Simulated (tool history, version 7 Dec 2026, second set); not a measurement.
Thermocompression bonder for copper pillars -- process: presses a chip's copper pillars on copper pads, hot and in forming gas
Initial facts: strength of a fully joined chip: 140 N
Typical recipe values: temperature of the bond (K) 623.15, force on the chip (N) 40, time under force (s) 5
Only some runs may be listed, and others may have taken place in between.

run   hour  temperature of the bond (K)  force on the chip (N)  time under force (s)  force that shears a chip off (N)
  1      0                       623.15                     40                     5                              53.5
  2   12.7                       623.15                     40                     5                              55.2
  3   19.5                       623.15                     40                     5                              54.7
  4   32.9                       623.15                     41                     5                              55.9
  5   48.9                       623.15                     54                     5                              64.1
  6   62.4                       623.15                     54                     5                              64.6
  7   72.5                       623.15                     40                     3                              45.6
  8   82.5                       623.15                     40                     3                              44.4
  9   96.9                       623.15                     40                     3                                44
 10  111.6                       623.15                     40                     3                              43.1
 11  120.4                       623.15                     40                     3                              44.3

Predict the results of run 12:
 12  129.2                       610.15                     40                    12                                 ?

Logged for run 12: force that shears a chip off (N) 63.9.
Minus the tool's unlogged condition, the same run would have read force that shears a chip off (N) 64.3.

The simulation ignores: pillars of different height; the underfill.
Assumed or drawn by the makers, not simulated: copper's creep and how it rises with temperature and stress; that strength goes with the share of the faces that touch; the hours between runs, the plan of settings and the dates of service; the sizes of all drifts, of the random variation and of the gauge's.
